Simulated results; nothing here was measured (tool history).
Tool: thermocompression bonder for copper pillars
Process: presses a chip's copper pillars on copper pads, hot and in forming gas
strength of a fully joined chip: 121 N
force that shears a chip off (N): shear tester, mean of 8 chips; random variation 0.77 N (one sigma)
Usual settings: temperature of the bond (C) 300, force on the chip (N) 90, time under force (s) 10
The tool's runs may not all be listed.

run     day  temperature of the bond (C)  force on the chip (N)  time under force (s)  force that shears a chip off (N)
  1   0.000                          300                     90                    10                              52.9
  2   0.317                          300                     90                    14                              59.5
  3   0.583                          300                     90                    14                              58.7
  4   1.046                          300                     90                    14                              58.8
  5   1.479                          300                     90                    14                              59.0
  6   1.812                          300                     90                    14                              58.6
  7   2.412                          300                     90                    10                              51.5
  8   3.008                          300                     75                    10                              46.6
  9   3.512                          300                     75                    10                              46.7
 10   4.025                          300                     75                    10                              47.2
 11   4.350                          300                     75                    10                              47.8
 12   4.825                          300                     75                    10                              46.4
 13   5.379                          300                     75                    10                              45.7
 14   5.754                          300                     90                    10                              51.6
 15   6.062                          300                     71                    10                              44.6
 16   6.625                          300                     71                     9                              43.1
 17   7.108                          300                     87                    16                              57.9
 18   7.412                          300                     87                    16                              59.2
 19   7.708                          304                     71                    22                              61.3
 20   8.254                          278                     73                     7                              28.4
 21   8.717                          312                     66                     7                              43.4
 22   9.125                          313                     84                     7                              49.5
 23   9.696                          313                     93                    15                              67.1
 24  10.092                          277                     93                    10                              36.2
     10.150  -- forming gas filter changed
 25  10.412                          277                     62                    30                              50.8
 26  10.992                          324                     72                    12                              70.6
 27  11.633                          324                     72                    19                              79.3
 28  12.050                          293                     68                     7                              37.0
 29  12.379                          321                     90                    28                              92.4
 30  12.825                          287                     64                     6                              31.5
 31  13.217                          287                     64                     6                              30.7

Measured less the same run without the tool's hidden state. The same run-to-run variation is in both; the gauge's scatter may not be:
The hidden state here: true temperature of the bond over the reading, C; force that reaches the chip, % of what is set; oxide that the forming gas leaves, % of the face; drift of the gauge itself on shear_n, %.
run  force that shears a chip off (N)
  1                              -5.6
  2                              -6.3
  3                              -6.3
  4                              -6.5
  5                              -6.8
  6                              -6.9
  7                              -6.4
  8                              -6.1
  9                              -6.3
 10                              -6.5
 11                              -6.6
 12                              -6.7
 13                              -6.8
 14                              -7.6
 15                              -6.8
 16                              -6.8
 17                              -8.9
 18                              -9.1
 19                              -9.6
 20                              -5.2
 21                              -7.4
 22                              -8.5
 23                             -11.1
 24                              -7.2
 25                              -3.1
 26                              -3.3
 27                              -3.6
 28                              -2.7
 29                              -3.9
 30                              -2.5
 31                              -2.7
